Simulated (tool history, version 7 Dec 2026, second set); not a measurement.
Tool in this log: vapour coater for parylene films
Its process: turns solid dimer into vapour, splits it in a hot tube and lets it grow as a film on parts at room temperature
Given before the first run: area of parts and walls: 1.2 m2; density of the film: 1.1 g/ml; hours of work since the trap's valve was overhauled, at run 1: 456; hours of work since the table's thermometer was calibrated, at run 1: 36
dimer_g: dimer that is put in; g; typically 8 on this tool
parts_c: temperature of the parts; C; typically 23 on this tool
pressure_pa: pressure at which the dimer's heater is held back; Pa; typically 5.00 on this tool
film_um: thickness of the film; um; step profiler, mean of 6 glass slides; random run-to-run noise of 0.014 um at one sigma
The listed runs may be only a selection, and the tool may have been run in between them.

| run | hour | dimer_g | parts_c | pressure_pa | hours of work since the trap's valve was overhauled | hours of work since the table's thermometer was calibrated | film_um |
|---|---|---|---|---|---|---|---|
| 1 | 0.0 | 8 | 23 | 5.00 | 456 | 36 | 4.26 |
| 2 | 12.5 | 13 | 23 | 5.00 | 463 | 42 | 6.92 |
| 3 | 27.9 | 13 | 23 | 5.00 | 471 | 50 | 6.88 |
| 4 | 41.9 | 13 | 23 | 5.00 | 478 | 57 | 6.88 |
| 5 | 53.4 | 13 | 23 | 5.00 | 483 | 63 | 6.88 |
| 6 | 63.8 | 13 | 23 | 5.00 | 489 | 68 | 6.89 |
| 7 | 78.1 | 8 | 23 | 5.00 | 496 | 76 | 4.23 |
| 8 | 94.0 | 8 | 23 | 5.00 | 504 | 84 | 4.24 |
| 9 | 108.0 | 8 | 23 | 5.00 | 511 | 91 | 4.23 |
| 10 | 120.6 | 5 | 23 | 5.00 | 517 | 97 | 2.64 |
| 11 | 135.0 | 8 | 23 | 5.00 | 525 | 104 | 4.23 |
| 12 | 143.7 | 8 | 16 | 5.00 | 529 | 109 | 4.91 |
| 13 | 159.9 | 8 | 23 | 5.00 | 537 | 117 | 4.22 |
|  | 165.0 | trap's valve overhauled |
| 14 | 180.4 | 8 | 23 | 5.00 | 8 | 125 | 4.10 |
| 15 | 194.4 | 8 | 23 | 5.00 | 15 | 132 | 4.12 |
| 16 | 209.3 | 8 | 23 | 5.00 | 22 | 140 | 4.11 |
| 17 | 220.7 | 8 | 23 | 5.00 | 28 | 146 | 4.12 |
| 18 | 229.8 | 8 | 22 | 5.00 | 33 | 150 | 4.21 |
| 19 | 245.5 | 8 | 22 | 5.00 | 41 | 158 | 4.19 |
|  | 259.3 | trap's valve overhauled, once more |
| 20 | 265.0 | 8 | 23 | 2.35 | 3 | 166 | 4.88 |
| 21 | 279.6 | 8 | 23 | 3.63 | 10 | 173 | 4.61 |
| 22 | 286.8 | 8 | 23 | 3.63 | 14 | 177 | 4.63 |
| 23 | 297.9 | 13 | 23 | 6.59 | 20 | 183 | 6.97 |
| 24 | 304.9 | 12 | 17 | 3.42 | 23 | 186 | 7.95 |
| 25 | 312.0 | 10 | 27 | 7.58 | 27 | 190 | 4.84 |
| 26 | 326.3 | 10 | 27 | 7.58 | 34 | 197 | 4.88 |
| 27 | 337.8 | 5 | 32 | 4.77 | 40 | 203 | 2.31 |
| 28 | 348.7 | 5 | 32 | 4.77 | 45 | 208 | 2.29 |
| 29 | 360.2 | 7 | 32 | 4.77 | 51 | 214 | 3.22 |
| 30 | 376.7 | 10 | 23 | 2.02 | 59 | 222 | 6.14 |
| 31 | 384.5 | 10 | 23 | 2.02 | 63 | 226 | 6.13 |
| 32 | 397.8 | 10 | 20 | 8.40 | 70 | 233 | 5.54 |
| 33 | 411.2 | 4 | 23 | 5.00 | 77 | 240 | 2.21 |
| 34 | 419.0 | 8 | 18 | 10.70 | 81 | 244 | 4.46 |
| 35 | 430.3 | 3 | 23 | 5.00 | 86 | 250 | 1.64 |

Run 36 comes next. What will it give?
| 36 | 446.3 | 3 | 23 | 5.00 | 95 | 258 | ? |

Run 36 measured film_um 1.67 um.
With no hidden state in the tool, this same run would have given film_um 1.68 um.
